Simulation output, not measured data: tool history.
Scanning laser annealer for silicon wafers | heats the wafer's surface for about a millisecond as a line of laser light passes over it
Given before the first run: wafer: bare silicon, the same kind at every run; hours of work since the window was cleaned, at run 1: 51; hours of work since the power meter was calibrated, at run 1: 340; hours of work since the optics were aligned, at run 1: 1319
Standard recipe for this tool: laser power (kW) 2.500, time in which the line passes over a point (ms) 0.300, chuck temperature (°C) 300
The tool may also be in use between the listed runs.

| run | hour | laser power (kW) | time in which the line passes over a point (ms) | chuck temperature (°C) | hours of work since the window was cleaned | hours of work since the power meter was calibrated | hours of work since the optics were aligned | highest temperature of the surface (°C) |
|---|---|---|---|---|---|---|---|---|
| 1 | 0.0 | 2.500 | 0.300 | 300 | 51 | 340 | 1319 | 1067 |
| 2 | 18.8 | 2.500 | 0.300 | 300 | 61 | 350 | 1329 | 1065 |
| 3 | 40.0 | 2.500 | 0.300 | 300 | 72 | 362 | 1340 | 1062 |
| 4 | 64.0 | 2.500 | 0.300 | 300 | 85 | 374 | 1353 | 1057 |
| 5 | 81.1 | 2.500 | 0.300 | 308 | 94 | 383 | 1362 | 1067 |
|  | 91.2 | optics aligned, line set to its width |
| 6 | 102.0 | 2.500 | 0.300 | 308 | 102 | 392 | 6 | 1074 |
| 7 | 122.2 | 2.500 | 0.300 | 266 | 113 | 402 | 16 | 1033 |
| 8 | 149.5 | 2.500 | 0.300 | 300 | 127 | 417 | 31 | 1062 |
| 9 | 177.4 | 2.525 | 0.232 | 300 | 142 | 432 | 46 | 989 |
| 10 | 190.7 | 2.525 | 0.232 | 300 | 149 | 439 | 53 | 987 |
| 11 | 209.2 | 2.631 | 0.343 | 278 | 159 | 448 | 62 | 1139 |
| 12 | 233.3 | 2.413 | 0.300 | 312 | 172 | 461 | 75 | 1032 |
| 13 | 258.1 | 2.413 | 0.300 | 312 | 185 | 474 | 88 | 1033 |
| 14 | 270.7 | 2.413 | 0.300 | 312 | 192 | 481 | 95 | 1032 |
| 15 | 287.0 | 2.500 | 0.321 | 316 | 200 | 489 | 104 | 1090 |
| 16 | 314.6 | 2.500 | 0.321 | 316 | 215 | 504 | 118 | 1085 |

Below are 3 alternative next runs, each starting from the tool's condition after run 16. Predict each:
| A | 342.5 | 2.417 | 0.309 | 282 | 229 | 519 | 133 | ? |
| B | 342.5 | 2.507 | 0.275 | 300 | 229 | 519 | 133 | ? |
| C | 342.5 | 2.274 | 0.300 | 300 | 229 | 519 | 133 | ? |

| run | highest temperature of the surface (°C) |
|---|---|
| A | 1001 |
| B | 1020 |
| C | 958 |
The same runs, with their run-to-run variation unchanged, on a tool lacking any hidden condition would have given:
| run | highest temperature of the surface (°C) |
|---|---|
| A | 1047 |
| B | 1066 |
| C | 1000 |

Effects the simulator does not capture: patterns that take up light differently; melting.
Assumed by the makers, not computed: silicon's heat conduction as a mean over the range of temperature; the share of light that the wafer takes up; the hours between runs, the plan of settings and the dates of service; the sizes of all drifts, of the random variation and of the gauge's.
